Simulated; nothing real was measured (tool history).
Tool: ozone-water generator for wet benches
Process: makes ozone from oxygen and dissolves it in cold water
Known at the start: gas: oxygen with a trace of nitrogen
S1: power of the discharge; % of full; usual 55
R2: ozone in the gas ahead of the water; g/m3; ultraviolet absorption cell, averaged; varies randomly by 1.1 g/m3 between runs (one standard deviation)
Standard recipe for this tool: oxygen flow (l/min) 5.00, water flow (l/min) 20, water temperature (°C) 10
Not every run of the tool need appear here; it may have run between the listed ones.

run 1 hour=0.0 | S1=55 oxygen_flow_(l/min)=5.00 water_flow_(l/min)=20 water_temperature_(°C)=10 | dissolved_ozone_(ppm)=18.1 R2=202.9
run 2 hour=82.4 | S1=55 oxygen_flow_(l/min)=5.00 water_flow_(l/min)=20 water_temperature_(°C)=10 | dissolved_ozone_(ppm)=18.0 R2=203.8
run 3 hour=159.5 | S1=55 oxygen_flow_(l/min)=5.00 water_flow_(l/min)=20 water_temperature_(°C)=10 | dissolved_ozone_(ppm)=18.1 R2=202.5
run 4 hour=266.5 | S1=55 oxygen_flow_(l/min)=5.00 water_flow_(l/min)=20 water_temperature_(°C)=10 | dissolved_ozone_(ppm)=17.8 R2=202.1
run 5 hour=383.4 | S1=55 oxygen_flow_(l/min)=5.00 water_flow_(l/min)=20 water_temperature_(°C)=10 | dissolved_ozone_(ppm)=18.0 R2=200.5
run 6 hour=524.7 | S1=55 oxygen_flow_(l/min)=3.21 water_flow_(l/min)=20 water_temperature_(°C)=10 | dissolved_ozone_(ppm)=17.6 R2=267.1
run 7 hour=643.2 | S1=55 oxygen_flow_(l/min)=3.21 water_flow_(l/min)=20 water_temperature_(°C)=10 | dissolved_ozone_(ppm)=17.8 R2=267.9
run 8 hour=796.8 | S1=55 oxygen_flow_(l/min)=3.21 water_flow_(l/min)=20 water_temperature_(°C)=10 | dissolved_ozone_(ppm)=17.9 R2=269.6
run 9 hour=890.6 | S1=71 oxygen_flow_(l/min)=5.00 water_flow_(l/min)=20 water_temperature_(°C)=10 | dissolved_ozone_(ppm)=21.0 R2=238.2
run 10 hour=1005.4 | S1=55 oxygen_flow_(l/min)=5.00 water_flow_(l/min)=20 water_temperature_(°C)=5 | dissolved_ozone_(ppm)=18.8 R2=201.5
run 11 hour=1156.1 | S1=73 oxygen_flow_(l/min)=5.00 water_flow_(l/min)=20 water_temperature_(°C)=10 | dissolved_ozone_(ppm)=21.5 R2=242.3
run 12 hour=1265.2 | S1=55 oxygen_flow_(l/min)=5.00 water_flow_(l/min)=20 water_temperature_(°C)=10 | dissolved_ozone_(ppm)=17.6 R2=200.0
run 13 hour=1339.4 | S1=55 oxygen_flow_(l/min)=5.00 water_flow_(l/min)=20 water_temperature_(°C)=10 | dissolved_ozone_(ppm)=17.7 R2=200.9
run 14 hour=1403.4 | S1=55 oxygen_flow_(l/min)=5.00 water_flow_(l/min)=20 water_temperature_(°C)=10 | dissolved_ozone_(ppm)=17.9 R2=200.6
run 15 hour=1469.4 | S1=55 oxygen_flow_(l/min)=5.00 water_flow_(l/min)=20 water_temperature_(°C)=10 | dissolved_ozone_(ppm)=17.7 R2=199.9
run 16 hour=1600.9 | S1=55 oxygen_flow_(l/min)=5.00 water_flow_(l/min)=20 water_temperature_(°C)=10 | dissolved_ozone_(ppm)=17.5 R2=200.8
run 17 hour=1726.1 | S1=55 oxygen_flow_(l/min)=5.00 water_flow_(l/min)=20 water_temperature_(°C)=10 | dissolved_ozone_(ppm)=17.6 R2=201.1
run 18 hour=1816.1 | S1=55 oxygen_flow_(l/min)=5.00 water_flow_(l/min)=20 water_temperature_(°C)=10 | dissolved_ozone_(ppm)=17.7 R2=202.5
run 19 hour=1909.7 | S1=52 oxygen_flow_(l/min)=5.00 water_flow_(l/min)=23 water_temperature_(°C)=7 | dissolved_ozone_(ppm)=15.4 R2=193.9
run 20 hour=2010.0 | S1=71 oxygen_flow_(l/min)=5.00 water_flow_(l/min)=20 water_temperature_(°C)=10 | dissolved_ozone_(ppm)=21.0 R2=236.6
run 21 hour=2142.9 | S1=94 oxygen_flow_(l/min)=5.84 water_flow_(l/min)=21 water_temperature_(°C)=10 | dissolved_ozone_(ppm)=23.3 R2=253.4
run 22 hour=2260.7 | S1=55 oxygen_flow_(l/min)=5.00 water_flow_(l/min)=24 water_temperature_(°C)=7 | dissolved_ozone_(ppm)=15.2 R2=200.2
run 23 hour=2389.0 | S1=55 oxygen_flow_(l/min)=5.00 water_flow_(l/min)=24 water_temperature_(°C)=7 | dissolved_ozone_(ppm)=15.4 R2=198.7
run 24 hour=2465.5 | S1=55 oxygen_flow_(l/min)=5.30 water_flow_(l/min)=24 water_temperature_(°C)=17 | dissolved_ozone_(ppm)=13.5 R2=193.0
run 25 hour=2575.3 | S1=83 oxygen_flow_(l/min)=6.35 water_flow_(l/min)=15 water_temperature_(°C)=10 | dissolved_ozone_(ppm)=28.2 R2=223.3
run 26 hour=2671.1 | S1=58 oxygen_flow_(l/min)=8.50 water_flow_(l/min)=20 water_temperature_(°C)=5 | dissolved_ozone_(ppm)=18.6 R2=148.5
run 27 hour=2821.7 | S1=55 oxygen_flow_(l/min)=5.16 water_flow_(l/min)=20 water_temperature_(°C)=10 | dissolved_ozone_(ppm)=17.6 R2=197.2
run 28 hour=2927.2 | S1=55 oxygen_flow_(l/min)=5.16 water_flow_(l/min)=20 water_temperature_(°C)=10 | dissolved_ozone_(ppm)=17.5 R2=195.5
run 29 hour=3012.2 | S1=100 oxygen_flow_(l/min)=5.58 water_flow_(l/min)=17 water_temperature_(°C)=9 | dissolved_ozone_(ppm)=29.4 R2=270.9
run 30 hour=3163.3 | S1=55 oxygen_flow_(l/min)=4.37 water_flow_(l/min)=22 water_temperature_(°C)=10 | dissolved_ozone_(ppm)=16.0 R2=216.0
run 31 hour=3231.5 | S1=55 oxygen_flow_(l/min)=4.37 water_flow_(l/min)=22 water_temperature_(°C)=10 | dissolved_ozone_(ppm)=16.0 R2=216.3
run 32 hour=3382.4 | S1=55 oxygen_flow_(l/min)=4.37 water_flow_(l/min)=22 water_temperature_(°C)=14 | dissolved_ozone_(ppm)=15.2 R2=216.3

Results per run with the tool's hidden condition removed, run-to-run variation unchanged:
Hidden state at play: yield of the discharge, % of new electrodes'; contactor's efficiency, % of a clean one's; true water temperature over the reading, C; drift of the gauge itself on ozone_ppm, %; drift of the gauge itself on gas_g_m3, %.
run=1 dissolved_ozone_(ppm)=18.9 R2=205.8
run=2 dissolved_ozone_(ppm)=18.9 R2=206.9
run=3 dissolved_ozone_(ppm)=19.0 R2=205.6
run=4 dissolved_ozone_(ppm)=18.7 R2=205.4
run=5 dissolved_ozone_(ppm)=18.9 R2=203.9
run=6 dissolved_ozone_(ppm)=18.5 R2=271.7
run=7 dissolved_ozone_(ppm)=18.7 R2=272.7
run=8 dissolved_ozone_(ppm)=18.9 R2=274.5
run=9 dissolved_ozone_(ppm)=22.3 R2=243.6
run=10 dissolved_ozone_(ppm)=20.0 R2=205.4
run=11 dissolved_ozone_(ppm)=22.9 R2=248.2
run=12 dissolved_ozone_(ppm)=18.8 R2=204.2
run=13 dissolved_ozone_(ppm)=18.8 R2=205.2
run=14 dissolved_ozone_(ppm)=19.1 R2=204.9
run=15 dissolved_ozone_(ppm)=18.9 R2=204.3
run=16 dissolved_ozone_(ppm)=18.6 R2=205.3
run=17 dissolved_ozone_(ppm)=18.8 R2=205.7
run=18 dissolved_ozone_(ppm)=18.9 R2=207.2
run=19 dissolved_ozone_(ppm)=16.5 R2=198.3
run=20 dissolved_ozone_(ppm)=22.6 R2=243.5
run=21 dissolved_ozone_(ppm)=25.3 R2=262.3
run=22 dissolved_ozone_(ppm)=16.3 R2=205.3
run=23 dissolved_ozone_(ppm)=16.6 R2=203.9
run=24 dissolved_ozone_(ppm)=14.6 R2=198.1
run=25 dissolved_ozone_(ppm)=30.6 R2=231.2
run=26 dissolved_ozone_(ppm)=20.1 R2=152.7
run=27 dissolved_ozone_(ppm)=19.0 R2=202.8
run=28 dissolved_ozone_(ppm)=18.9 R2=201.1
run=29 dissolved_ozone_(ppm)=32.3 R2=282.3
run=30 dissolved_ozone_(ppm)=17.4 R2=222.5
run=31 dissolved_ozone_(ppm)=17.4 R2=222.8
run=32 dissolved_ozone_(ppm)=16.6 R2=223.0
